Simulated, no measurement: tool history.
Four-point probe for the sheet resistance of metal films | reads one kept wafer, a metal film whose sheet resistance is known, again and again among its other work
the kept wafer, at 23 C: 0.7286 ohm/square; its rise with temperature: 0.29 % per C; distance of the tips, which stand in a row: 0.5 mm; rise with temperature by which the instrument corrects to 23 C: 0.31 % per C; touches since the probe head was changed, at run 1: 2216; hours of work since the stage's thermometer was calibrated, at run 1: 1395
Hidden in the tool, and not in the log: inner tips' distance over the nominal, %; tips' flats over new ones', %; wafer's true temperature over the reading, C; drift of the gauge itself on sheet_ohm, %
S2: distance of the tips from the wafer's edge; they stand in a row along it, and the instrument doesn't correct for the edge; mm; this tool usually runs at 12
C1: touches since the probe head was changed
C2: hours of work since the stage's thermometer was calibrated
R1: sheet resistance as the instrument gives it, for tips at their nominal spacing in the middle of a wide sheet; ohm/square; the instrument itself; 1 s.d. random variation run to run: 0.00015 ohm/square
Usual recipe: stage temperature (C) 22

run 1 day=0 | stage_temperature_(C)=22 S2=12 | C1=2216 C2=1395 | R1=0.729966
run 2 day=1.212 | stage_temperature_(C)=22 S2=12 | C1=3052 C2=1413 | R1=0.72997
run 3 day=2.5 | stage_temperature_(C)=22 S2=12 | C1=3940 C2=1433 | R1=0.730338
run 4 day=3.375 | stage_temperature_(C)=28 S2=12 | C1=4541 C2=1446 | R1=0.72918
run 5 day=4.512 | stage_temperature_(C)=28 S2=12 | C1=5327 C2=1463 | R1=0.728876
run 6 day=5.654 | stage_temperature_(C)=28 S2=12 | C1=6114 C2=1480 | R1=0.728951
run 7 day=6.533 | stage_temperature_(C)=22 S2=12 | C1=6718 C2=1493 | R1=0.730021
run 8 day=7.883 | stage_temperature_(C)=22 S2=12 | C1=7650 C2=1513 | R1=0.729587
run 9 day=8.621 | stage_temperature_(C)=20 S2=12 | C1=8158 C2=1524 | R1=0.730253
run 10 day=9.867 | stage_temperature_(C)=22 S2=12 | C1=9015 C2=1542 | R1=0.729566
run 11 day=10.804 | stage_temperature_(C)=22 S2=12 | C1=9663 C2=1556 | R1=0.729797
run 12 day=11.429 | stage_temperature_(C)=22 S2=10 | C1=10094 C2=1565 | R1=0.73012
run 13 day=12.254 | stage_temperature_(C)=22 S2=10 | C1=10663 C2=1578 | R1=0.729857
run 14 day=13.329 | stage_temperature_(C)=22 S2=10 | C1=11404 C2=1594 | R1=0.730258
run 15 day=14.488 | stage_temperature_(C)=22 S2=10 | C1=12202 C2=1611 | R1=0.729862
run 16 day=15.504 | stage_temperature_(C)=22 S2=10 | C1=12902 C2=1626 | R1=0.72968
run 17 day=16.829 | stage_temperature_(C)=22 S2=10 | C1=13816 C2=1646 | R1=0.729777
run 18 day=17.988 | stage_temperature_(C)=22 S2=12 | C1=14614 C2=1663 | R1=0.729675
run 19 day=18.95 | stage_temperature_(C)=22 S2=12 | C1=15276 C2=1677 | R1=0.729361
run 20 day=19.929 | stage_temperature_(C)=22 S2=12 | C1=15953 C2=1692 | R1=0.729424
run 21 day=20.929 | stage_temperature_(C)=22 S2=12 | C1=16642 C2=1706 | R1=0.729431
run 22 day=22.054 | stage_temperature_(C)=28 S2=12 | C1=17416 C2=1723 | R1=0.728386
run 23 day=22.821 | stage_temperature_(C)=28 S2=12 | C1=17946 C2=1735 | R1=0.728353
run 24 day=23.4 | stage_temperature_(C)=30 S2=20 | C1=18345 C2=1743 | R1=0.72758
run 25 day=24.433 | stage_temperature_(C)=30 S2=20 | C1=19055 C2=1758 | R1=0.727518
run 26 day=25.475 | stage_temperature_(C)=20 S2=23 | C1=19774 C2=1774 | R1=0.728892
run 27 day=26.667 | stage_temperature_(C)=18 S2=62 | C1=20595 C2=1792 | R1=0.728883
run 28 day=28.088 | stage_temperature_(C)=18 S2=62 | C1=21574 C2=1813 | R1=0.729174
run 29 day=29.3 | stage_temperature_(C)=34 S2=69 | C1=22412 C2=1831 | R1=0.726412
run 30 day=30.188 | stage_temperature_(C)=28 S2=12 | C1=23024 C2=1844 | R1=0.728131
run 31 day=30.946 | stage_temperature_(C)=31 S2=11 | C1=23544 C2=1855 | R1=0.727556
run 32 day=31.792 | stage_temperature_(C)=29 S2=35 | C1=24128 C2=1868 | R1=0.727379
run 33 day=32.704 | stage_temperature_(C)=29 S2=35 | C1=24757 C2=1881 | R1=0.727091
run 34 day=33.479 | stage_temperature_(C)=26 S2=12 | C1=25290 C2=1893 | R1=0.72824
run 35 day=34.375 | stage_temperature_(C)=32 S2=14 | C1=25908 C2=1906 | R1=0.727551
run 36 day=35.475 | stage_temperature_(C)=32 S2=14 | C1=26668 C2=1923 | R1=0.727029
run 37 day=36.175 | stage_temperature_(C)=32 S2=14 | C1=27148 C2=1933 | R1=0.727173
run 38 day=37.025 | stage_temperature_(C)=32 S2=14 | C1=27734 C2=1946 | R1=0.726775
run 39 day=37.942 | stage_temperature_(C)=27 S2=22 | C1=28367 C2=1959 | R1=0.727535
run 40 day=38.533 | stage_temperature_(C)=27 S2=22 | C1=28775 C2=1968 | R1=0.727361
run 41 day=39.383 | stage_temperature_(C)=33 S2=22 | C1=29360 C2=1981 | R1=0.726712
run 42 day=40.483 | stage_temperature_(C)=33 S2=22 | C1=30118 C2=1997 | R1=0.72643
run 43 day=41.921 | stage_temperature_(C)=25 S2=22 | C1=31111 C2=2018 | R1=0.727327
run 44 day=42.571 | stage_temperature_(C)=34 S2=6 | C1=31559 C2=2028 | R1=0.728613
run 45 day=43.658 | stage_temperature_(C)=22 S2=12 | C1=32307 C2=2044 | R1=0.728467

How would selected steps in R1 from run to run divide? Give the signed amount a tool lacking its hidden state would still show from settings, what came in and random variation, and the signed amount left for the hidden state, including any gauge scatter that is not in both of the compared results.
Run 25 -> 26: stage temperature (C) 30 -> 20, S2 20 -> 23. R1 +0.001374 ohm/square: hidden state -0.000063, all else +0.001437.
Run 28 -> 29: stage temperature (C) 18 -> 34, S2 62 -> 69. R1 -0.002762 ohm/square: hidden state -0.000005, all else -0.002757.
Run 29 -> 30: stage temperature (C) 34 -> 28, S2 69 -> 12. R1 +0.001719 ohm/square: hidden state -0.000048, all else +0.001767.
Run 42 -> 43: stage temperature (C) 33 -> 25. R1 +0.000897 ohm/square: hidden state -0.000076, all else +0.000973.
Run 44 -> 45: stage temperature (C) 34 -> 22, S2 6 -> 12. R1 -0.000146 ohm/square: hidden state -0.000072, all else -0.000074.

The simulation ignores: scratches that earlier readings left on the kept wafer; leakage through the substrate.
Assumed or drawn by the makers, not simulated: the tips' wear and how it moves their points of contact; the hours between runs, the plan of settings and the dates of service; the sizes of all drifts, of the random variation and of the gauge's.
